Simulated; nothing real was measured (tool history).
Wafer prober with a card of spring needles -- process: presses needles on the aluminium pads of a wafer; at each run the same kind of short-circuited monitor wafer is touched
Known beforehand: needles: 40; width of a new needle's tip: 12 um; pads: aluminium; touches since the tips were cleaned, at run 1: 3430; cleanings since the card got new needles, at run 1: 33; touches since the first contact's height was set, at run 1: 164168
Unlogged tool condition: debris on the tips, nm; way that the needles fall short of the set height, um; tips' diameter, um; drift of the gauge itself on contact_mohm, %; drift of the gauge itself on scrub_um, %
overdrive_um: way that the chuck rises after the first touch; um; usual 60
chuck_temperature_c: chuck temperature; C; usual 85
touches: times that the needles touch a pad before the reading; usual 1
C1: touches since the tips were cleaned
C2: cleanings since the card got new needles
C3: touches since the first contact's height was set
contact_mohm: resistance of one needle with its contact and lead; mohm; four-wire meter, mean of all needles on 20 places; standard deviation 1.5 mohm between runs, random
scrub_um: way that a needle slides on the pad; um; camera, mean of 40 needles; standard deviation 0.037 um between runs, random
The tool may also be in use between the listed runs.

Run 1, hour 0.0: usual settings; C1 3430; C2 33; C3 164168. Result: contact_mohm 141 mohm, scrub_um 13.73 um.
At hour 2.7: tips cleaned on abrasive film.
At hour 11.6: tips cleaned on abrasive film.
Run 2, hour 13.5: usual settings; C1 1060; C2 35; C3 171676. Result: contact_mohm 136 mohm, scrub_um 13.72 um.
At hour 20.0: tips cleaned on abrasive film.
At hour 27.3: height of the first contact set anew.
At hour 28.2: tips cleaned on abrasive film.
Run 3, hour 31.3: usual settings; C1 1730; C2 37; C3 2218. Result: contact_mohm 138 mohm, scrub_um 13.72 um.
At hour 36.6: tips cleaned on abrasive film.
Run 4, hour 42.9: usual settings; C1 3548; C2 38; C3 8712. Result: contact_mohm 137 mohm, scrub_um 13.67 um.
At hour 44.6: tips cleaned on abrasive film.
At hour 53.2: tips cleaned on abrasive film.
At hour 60.9: tips cleaned on abrasive film.
Run 5, hour 60.9: usual settings; C1 0; C2 41; C3 18765. Result: contact_mohm 138 mohm, scrub_um 13.66 um.
At hour 69.9: tips cleaned on abrasive film.
Run 6, hour 70.3: usual settings; C1 190; C2 42; C3 24022. Result: contact_mohm 139 mohm, scrub_um 13.65 um.
At hour 78.2: tips cleaned on abrasive film.
Run 7, hour 85.2: usual settings but chuck_temperature_c 50 C; C1 3940; C2 43; C3 32401. Result: contact_mohm 132 mohm, scrub_um 13.64 um.
At hour 86.0: tips cleaned on abrasive film.
At hour 93.9: tips cleaned on abrasive film.
At hour 102.4: tips cleaned on abrasive film.
Run 8, hour 102.6: usual settings but chuck_temperature_c 50 C; C1 162; C2 46; C3 42127. Result: contact_mohm 132 mohm, scrub_um 13.69 um.
At hour 110.4: tips cleaned on abrasive film.
At hour 118.5: tips cleaned on abrasive film.
Run 9, hour 118.9: usual settings but overdrive_um 42 um, chuck_temperature_c 117 C, touches 2; C1 244; C2 48; C3 51252. Result: contact_mohm 147 mohm, scrub_um 9.56 um.
At hour 126.4: tips cleaned on abrasive film.
Run 10, hour 127.1: usual settings but overdrive_um 42 um, chuck_temperature_c 117 C, touches 2; C1 357; C2 49; C3 55799. Result: contact_mohm 149 mohm, scrub_um 9.59 um.
At hour 135.0: tips cleaned on abrasive film.
Run 11, hour 140.9: usual settings but overdrive_um 42 um, chuck_temperature_c 117 C, touches 2; C1 3319; C2 50; C3 63576. Result: contact_mohm 147 mohm, scrub_um 9.53 um.
At hour 143.9: tips cleaned on abrasive film.
At hour 152.0: tips cleaned on abrasive film.
Run 12, hour 156.2: usual settings but overdrive_um 42 um, chuck_temperature_c 117 C, touches 2; C1 2362; C2 52; C3 72123. Result: contact_mohm 148 mohm, scrub_um 9.54 um.
At hour 160.1: tips cleaned on abrasive film.
At hour 169.1: tips cleaned on abrasive film.
Run 13, hour 171.9: usual settings but overdrive_um 42 um, chuck_temperature_c 117 C, touches 2; C1 1617; C2 54; C3 80920. Result: contact_mohm 146 mohm, scrub_um 9.51 um.
At hour 177.7: tips cleaned on abrasive film.
Run 14, hour 180.0: usual settings but overdrive_um 57 um, chuck_temperature_c 53 C, touches 2; C1 1326; C2 55; C3 85465. Result: contact_mohm 132 mohm, scrub_um 12.88 um.

Run 15 comes next. What will it give?
At hour 186.5: tips cleaned on abrasive film.
At hour 194.4: tips cleaned on abrasive film.
Run 15, hour 194.4: usual settings but overdrive_um 57 um, chuck_temperature_c 53 C, touches 2; C1 0; C2 57; C3 93517. Result: contact_mohm ?, scrub_um ?.

Run 15 yielded contact_mohm 130 mohm, scrub_um 12.90 um.
The same run, on a tool lacking any hidden state, would have yielded contact_mohm 129 mohm, scrub_um 13.06 um.
